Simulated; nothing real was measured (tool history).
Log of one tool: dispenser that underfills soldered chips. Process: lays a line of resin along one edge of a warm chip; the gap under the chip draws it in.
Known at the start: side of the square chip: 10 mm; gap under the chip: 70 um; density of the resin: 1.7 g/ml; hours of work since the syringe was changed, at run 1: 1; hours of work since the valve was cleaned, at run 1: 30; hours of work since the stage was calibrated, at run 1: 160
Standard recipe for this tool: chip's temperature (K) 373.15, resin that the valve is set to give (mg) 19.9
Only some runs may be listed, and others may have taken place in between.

| run | hour | chip's temperature (K) | resin that the valve is set to give (mg) | hours of work since the syringe was changed | hours of work since the valve was cleaned | hours of work since the stage was calibrated | time until the resin shows at the far edge (s) | resin that the valve gave (mg) |
|---|---|---|---|---|---|---|---|---|
| 1 | 0.0 | 373.15 | 19.9 | 1 | 30 | 160 | 84.6 | 19.48 |
| 2 | 4.8 | 373.15 | 19.9 | 4 | 33 | 163 | 102.9 | 19.41 |
|  | 11.4 | new syringe of resin |
| 3 | 11.5 | 373.15 | 19.9 | 0 | 38 | 167 | 77.2 | 19.21 |
| 4 | 17.2 | 373.15 | 19.9 | 4 | 42 | 171 | 98.3 | 19.25 |
|  | 24.4 | new syringe of resin |
| 5 | 24.6 | 373.15 | 19.9 | 0 | 46 | 176 | 75.7 | 19.18 |
| 6 | 31.0 | 374.15 | 19.9 | 4 | 51 | 180 | 98.5 | 19.12 |
| 7 | 36.1 | 374.15 | 19.9 | 8 | 54 | 184 | 125.6 | 19.14 |
|  | 37.0 | new syringe of resin |
| 8 | 39.9 | 374.15 | 19.9 | 2 | 57 | 186 | 86.3 | 19.03 |
| 9 | 45.2 | 374.15 | 19.9 | 6 | 60 | 190 | 108.5 | 19.00 |
|  | 50.0 | new syringe of resin |
| 10 | 53.0 | 374.15 | 19.9 | 2 | 65 | 195 | 85.4 | 18.86 |
| 11 | 57.0 | 374.15 | 19.9 | 5 | 68 | 197 | 101.9 | 18.71 |
| 12 | 61.2 | 374.15 | 19.9 | 8 | 71 | 200 | 123.0 | 18.66 |
|  | 63.0 | new syringe of resin |
| 13 | 64.9 | 374.15 | 19.9 | 1 | 73 | 202 | 82.5 | 18.68 |
| 14 | 72.0 | 374.15 | 19.9 | 6 | 78 | 207 | 112.4 | 18.65 |
|  | 76.0 | new syringe of resin |
| 15 | 77.9 | 374.15 | 19.9 | 1 | 82 | 211 | 80.2 | 18.50 |
| 16 | 81.1 | 374.15 | 19.9 | 3 | 84 | 213 | 97.7 | 18.51 |
| 17 | 85.7 | 374.15 | 19.9 | 7 | 87 | 216 | 117.0 | 18.49 |
|  | 87.0 | dispensing valve cleaned and set on the balance |
|  | 89.9 | new syringe of resin |
| 18 | 91.6 | 383.15 | 19.9 | 1 | 3 | 219 | 57.3 | 19.87 |
| 19 | 97.4 | 383.15 | 18.0 | 5 | 7 | 223 | 76.2 | 17.88 |
| 20 | 101.3 | 370.15 | 20.0 | 8 | 9 | 226 | 143.2 | 19.85 |
|  | 102.9 | new syringe of resin |
| 21 | 108.5 | 373.15 | 23.7 | 4 | 14 | 231 | 99.5 | 23.46 |
| 22 | 112.2 | 371.15 | 17.3 | 6 | 17 | 233 | 130.1 | 16.97 |
|  | 115.6 | new syringe of resin |
| 23 | 119.1 | 359.15 | 20.4 | 2 | 21 | 238 | 154.3 | 19.98 |
| 24 | 122.9 | 387.15 | 19.9 | 5 | 24 | 240 | 67.3 | 19.52 |
|  | 128.5 | new syringe of resin |
| 25 | 128.8 | 387.15 | 18.1 | 0 | 28 | 244 | 49.3 | 17.64 |
| 26 | 135.4 | 362.15 | 24.8 | 5 | 32 | 249 | 162.5 | 23.98 |
|  | 141.1 | new syringe of resin |
| 27 | 142.0 | 362.15 | 24.8 | 1 | 36 | 253 | 129.8 | 23.96 |
| 28 | 148.1 | 367.15 | 22.7 | 5 | 40 | 257 | 139.2 | 21.99 |
|  | 153.8 | new syringe of resin |
| 29 | 153.8 | 367.15 | 22.7 | 0 | 44 | 261 | 99.1 | 21.90 |
| 30 | 159.8 | 367.15 | 22.7 | 4 | 48 | 265 | 128.4 | 21.71 |
|  | 166.7 | new syringe of resin |
| 31 | 166.9 | 384.15 | 19.4 | 0 | 53 | 269 | 54.5 | 18.51 |
| 32 | 174.4 | 384.15 | 19.4 | 5 | 58 | 274 | 79.0 | 18.47 |
|  | 179.9 | new syringe of resin |
| 33 | 180.8 | 363.15 | 21.5 | 1 | 62 | 278 | 118.5 | 20.45 |
| 34 | 184.1 | 387.15 | 20.1 | 3 | 64 | 281 | 58.4 | 18.96 |
| 35 | 191.8 | 363.15 | 25.6 | 8 | 69 | 286 | 198.1 | 23.97 |

Alternative continuations, all from the tool just after run 35; predict every row:
|  | 192.5 | new syringe of resin |
| A | 196.4 | 384.15 | 21.9 | 3 | 72 | 289 | ? | ? |
|  | 192.5 | new syringe of resin |
| B | 196.4 | 371.15 | 18.1 | 3 | 72 | 289 | ? | ? |
|  | 192.5 | new syringe of resin |
| C | 196.4 | 366.15 | 21.8 | 3 | 72 | 289 | ? | ? |

| run | time until the resin shows at the far edge (s) | resin that the valve gave (mg) |
|---|---|---|
| A | 63.6 | 20.45 |
| B | 104.3 | 16.87 |
| C | 123.8 | 20.34 |
What these runs would have given with no unlogged condition in the tool:
| run | time until the resin shows at the far edge (s) | resin that the valve gave (mg) |
|---|---|---|
| A | 49.7 | 21.82 |
| B | 80.6 | 18.00 |
| C | 96.1 | 21.69 |
